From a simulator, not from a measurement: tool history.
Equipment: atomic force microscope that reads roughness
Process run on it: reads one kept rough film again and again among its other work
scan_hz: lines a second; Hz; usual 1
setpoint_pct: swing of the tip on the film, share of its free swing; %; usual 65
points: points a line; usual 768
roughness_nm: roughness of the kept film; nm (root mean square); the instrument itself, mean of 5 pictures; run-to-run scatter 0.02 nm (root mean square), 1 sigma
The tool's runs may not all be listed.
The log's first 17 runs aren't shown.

{"run": 18, "hour": 1055.9, "scan_hz": 1.33, "setpoint_pct": 65, "points": 365, "roughness_nm": 4.863}
{"run": 19, "hour": 1110.0, "scan_hz": 0.63, "setpoint_pct": 63, "points": 732, "roughness_nm": 5.005}
{"hour": 1121.9, "done": "new tip fitted"}
{"run": 20, "hour": 1188.1, "scan_hz": 0.63, "setpoint_pct": 63, "points": 732, "roughness_nm": 5.02}
{"run": 21, "hour": 1262.6, "scan_hz": 0.63, "setpoint_pct": 63, "points": 732, "roughness_nm": 5.015}
{"hour": 1303.3, "done": "height scale calibrated on a step standard"}
{"run": 22, "hour": 1329.9, "scan_hz": 1, "setpoint_pct": 74, "points": 296, "roughness_nm": 4.797}
{"run": 23, "hour": 1410.2, "scan_hz": 1.88, "setpoint_pct": 66, "points": 522, "roughness_nm": 4.77}
{"hour": 1430.8, "done": "new tip fitted"}
{"run": 24, "hour": 1487.9, "scan_hz": 1.88, "setpoint_pct": 66, "points": 522, "roughness_nm": 4.759}
{"run": 25, "hour": 1548.0, "scan_hz": 1.88, "setpoint_pct": 66, "points": 522, "roughness_nm": 4.766}
{"run": 26, "hour": 1615.5, "scan_hz": 0.87, "setpoint_pct": 66, "points": 680, "roughness_nm": 4.959}
{"run": 27, "hour": 1693.0, "scan_hz": 1.3, "setpoint_pct": 73, "points": 301, "roughness_nm": 4.727}
{"run": 28, "hour": 1732.5, "scan_hz": 1.17, "setpoint_pct": 76, "points": 934, "roughness_nm": 4.742}
{"hour": 1739.6, "done": "new tip fitted"}
{"run": 29, "hour": 1809.3, "scan_hz": 1, "setpoint_pct": 63, "points": 618, "roughness_nm": 4.98}
{"run": 30, "hour": 1879.9, "scan_hz": 0.58, "setpoint_pct": 81, "points": 619, "roughness_nm": 4.893}
{"run": 31, "hour": 1939.6, "scan_hz": 3.98, "setpoint_pct": 65, "points": 390, "roughness_nm": 4.515}
{"run": 32, "hour": 2024.5, "scan_hz": 3.98, "setpoint_pct": 65, "points": 390, "roughness_nm": 4.48}
{"hour": 2049.6, "done": "new tip fitted"}
{"run": 33, "hour": 2080.9, "scan_hz": 1, "setpoint_pct": 65, "points": 476, "roughness_nm": 4.943}
{"run": 34, "hour": 2133.8, "scan_hz": 1, "setpoint_pct": 65, "points": 476, "roughness_nm": 4.937}

Alternative continuations, all from the tool just after run 34; predict every row:
{"run": "A", "hour": 2204.5, "scan_hz": 1, "setpoint_pct": 74, "points": 377, "roughness_nm": "?"}
{"run": "B", "hour": 2204.5, "scan_hz": 1, "setpoint_pct": 65, "points": 846, "roughness_nm": "?"}
{"run": "C", "hour": 2204.5, "scan_hz": 2.15, "setpoint_pct": 57, "points": 900, "roughness_nm": "?"}

run=A roughness_nm=4.828
run=B roughness_nm=4.925
run=C roughness_nm=4.896
With the hidden condition removed and each run's random variation left untouched, the same runs would have given:
run=A roughness_nm=4.833
run=B roughness_nm=4.931
run=C roughness_nm=4.902
